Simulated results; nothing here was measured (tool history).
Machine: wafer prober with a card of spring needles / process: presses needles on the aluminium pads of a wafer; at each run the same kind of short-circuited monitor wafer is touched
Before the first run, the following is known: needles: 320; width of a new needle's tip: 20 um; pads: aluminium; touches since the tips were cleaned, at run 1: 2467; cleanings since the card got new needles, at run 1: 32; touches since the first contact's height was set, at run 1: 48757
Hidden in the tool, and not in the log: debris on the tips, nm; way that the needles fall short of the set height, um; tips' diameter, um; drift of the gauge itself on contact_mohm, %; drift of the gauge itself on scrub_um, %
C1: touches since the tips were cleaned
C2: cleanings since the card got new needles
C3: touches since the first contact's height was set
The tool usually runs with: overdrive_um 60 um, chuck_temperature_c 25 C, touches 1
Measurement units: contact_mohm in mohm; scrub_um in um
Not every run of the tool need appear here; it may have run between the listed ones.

Run 1, day 0: usual settings; C1 2467; C2 32; C3 48757. Result: contact_mohm 150 mohm, scrub_um 14.39 um.
At day 1.029: tips cleaned on abrasive film.
At day 2.296: tips cleaned on abrasive film.
Run 2, day 3.117: usual settings; C1 5880; C2 34; C3 71083. Result: contact_mohm 203 mohm, scrub_um 14.32 um.
At day 3.617: tips cleaned on abrasive film.
At day 4.971: tips cleaned on abrasive film.
Run 3, day 5.288: usual settings; C1 2262; C2 36; C3 86604. Result: contact_mohm 165 mohm, scrub_um 14.29 um.
At day 5.958: height of the first contact set anew.
At day 6.304: tips cleaned on abrasive film.
Run 4, day 6.904: usual settings; C1 4307; C2 37; C3 6762. Result: contact_mohm 181 mohm, scrub_um 14.5 um.
At day 7.638: tips cleaned on abrasive film.
Run 5, day 8.45: usual settings; C1 5840; C2 38; C3 17828. Result: contact_mohm 203 mohm, scrub_um 14.49 um.
At day 8.896: tips cleaned on abrasive film.
At day 10.233: tips cleaned on abrasive film, once more.
At day 11.446: tips cleaned on abrasive film.
Run 6, day 11.45: usual settings; C1 29; C2 41; C3 39299. Result: contact_mohm 112 mohm, scrub_um 14.38 um.
At day 12.762: tips cleaned on abrasive film.
Run 7, day 13.325: usual settings; C1 4038; C2 42; C3 52716. Result: contact_mohm 188 mohm, scrub_um 14.35 um.
At day 14.096: tips cleaned on abrasive film.
At day 15.471: tips cleaned on abrasive film.
Run 8, day 16.225: usual settings but overdrive_um 40 um; C1 5434; C2 44; C3 73508. Result: contact_mohm 324 mohm, scrub_um 9.48 um.
At day 16.746: tips cleaned on abrasive film.
At day 17.95: tips cleaned on abrasive film.
Run 9, day 17.95: usual settings; C1 0; C2 46; C3 85822. Result: contact_mohm 111 mohm, scrub_um 14.26 um.
At day 18.658: height of the first contact set anew.
At day 19.338: tips cleaned on abrasive film.
Run 10, day 19.871: usual settings; C1 3837; C2 47; C3 8687. Result: contact_mohm 190 mohm, scrub_um 14.53 um.
At day 20.538: tips cleaned on abrasive film.
At day 21.742: tips cleaned on abrasive film.
At day 23.088: tips cleaned on abrasive film.
Run 11, day 23.179: usual settings; C1 668; C2 50; C3 32361. Result: contact_mohm 126 mohm, scrub_um 14.46 um.
At day 24.467: tips cleaned on abrasive film.
Run 12, day 25.367: usual settings; C1 6465; C2 51; C3 48038. Result: contact_mohm 204 mohm, scrub_um 14.38 um.
At day 25.729: tips cleaned on abrasive film.
Run 13, day 26.738: usual settings; C1 7245; C2 52; C3 57866. Result: contact_mohm 213 mohm, scrub_um 14.38 um.
At day 27.004: tips cleaned on abrasive film.
At day 28.225: tips cleaned on abrasive film.
Run 14, day 29.033: usual settings but overdrive_um 73 um, touches 2; C1 5803; C2 54; C3 74290. Result: contact_mohm 144 mohm, scrub_um 17.5 um.
At day 29.512: tips cleaned on abrasive film.
At day 30.821: tips cleaned on abrasive film.
At day 31.358: height of the first contact set anew.
At day 32.033: tips cleaned on abrasive film.
Run 15, day 32.342: usual settings but overdrive_um 73 um, touches 2; C1 2220; C2 57; C3 7031. Result: contact_mohm 130 mohm, scrub_um 17.7 um.
At day 33.412: tips cleaned on abrasive film.
At day 34.742: tips cleaned on abrasive film.
Run 16, day 35.15: usual settings but overdrive_um 59 um, touches 2; C1 2926; C2 59; C3 27125. Result: contact_mohm 142 mohm, scrub_um 14.23 um.
At day 36.046: tips cleaned on abrasive film.
At day 37.317: tips cleaned on abrasive film.
Run 17, day 37.629: usual settings but overdrive_um 59 um, touches 2; C1 2239; C2 61; C3 44873. Result: contact_mohm 142 mohm, scrub_um 14.17 um.

What does the tool deliver on the next run?
At day 38.55: tips cleaned on abrasive film.
Run 18, day 39.467: usual settings but overdrive_um 69 um, chuck_temperature_c 28 C, touches 3; C1 6584; C2 62; C3 58068. Result: contact_mohm ?, scrub_um ?.

{"run 18": {"contact_mohm": 134, "scrub_um": 16.55}}
Without the tool's hidden state the same run would have given contact_mohm 102 mohm, scrub_um 16.73 um.
